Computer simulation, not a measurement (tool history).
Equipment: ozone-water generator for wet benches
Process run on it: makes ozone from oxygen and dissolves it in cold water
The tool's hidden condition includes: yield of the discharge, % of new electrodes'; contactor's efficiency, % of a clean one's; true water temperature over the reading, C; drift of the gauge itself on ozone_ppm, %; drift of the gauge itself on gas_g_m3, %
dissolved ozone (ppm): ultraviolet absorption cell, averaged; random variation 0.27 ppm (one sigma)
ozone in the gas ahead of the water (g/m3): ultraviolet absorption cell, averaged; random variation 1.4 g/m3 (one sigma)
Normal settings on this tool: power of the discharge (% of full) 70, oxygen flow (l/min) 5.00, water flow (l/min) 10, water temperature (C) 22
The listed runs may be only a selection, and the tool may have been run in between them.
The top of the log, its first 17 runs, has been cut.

run,hour,power of the discharge (% of full),oxygen flow (l/min),water flow (l/min),water temperature (C),hours of work since the electrodes were changed,hours of work since the contactor was cleaned,hours of work since the thermometer was calibrated,dissolved ozone (ppm),ozone in the gas ahead of the water (g/m3)
# hour 2015.0: water thermometer calibrated
18,2020.8,87,4.92,10,18,6093,1192,5,52.5,312.6
19,2102.2,95,3.47,9,19,6167,1266,79,57.3,374.9
20,2215.4,95,3.47,9,19,6270,1369,182,57.5,376.7
21,2374.5,86,5.00,10,19,6415,1514,327,50.6,309.4
22,2477.0,86,5.00,10,19,6508,1607,420,51.3,308.2
23,2568.3,86,5.93,11,18,6591,1691,504,48.5,287.5
24,2717.1,60,6.99,15,16,6726,1826,639,32.5,213.4
25,2789.8,78,3.90,15,16,6792,1892,705,36.6,319.1
26,2883.9,47,3.74,10,22,6878,1978,791,32.5,230.9
27,3010.8,70,4.84,10,22,6994,2093,906,41.8,272.6
28,3093.5,70,4.84,10,22,7069,2169,982,41.7,271.1
29,3210.5,43,3.86,10,21,7175,2275,1088,31.2,220.0
30,3330.3,43,3.86,10,21,7284,2384,1197,31.4,219.1
31,3488.3,43,3.86,10,21,7428,2528,1341,31.2,220.2
32,3590.4,64,5.00,9,22,7521,2621,1434,42.4,253.2
33,3677.8,75,3.99,8,22,7601,2700,1513,49.7,306.8

What if the next run were any one of these 4? Each begins from the tool's condition after run 33:
A,3828.8,70,2.69,13,14,7738,2838,1651,?,?
B,3828.8,71,8.17,14,22,7738,2838,1651,?,?
C,3828.8,98,5.00,7,26,7738,2838,1651,?,?
D,3828.8,98,5.00,15,25,7738,2838,1651,?,?

run,dissolved ozone (ppm),ozone in the gas ahead of the water (g/m3)
A,36.5,342.3
B,33.8,224.3
C,57.1,332.7
D,36.8,333.6
What these runs would have given with no unlogged condition in the tool:
run,dissolved ozone (ppm),ozone in the gas ahead of the water (g/m3)
A,36.5,342.6
B,33.9,224.5
C,57.2,333.1
D,36.9,333.9
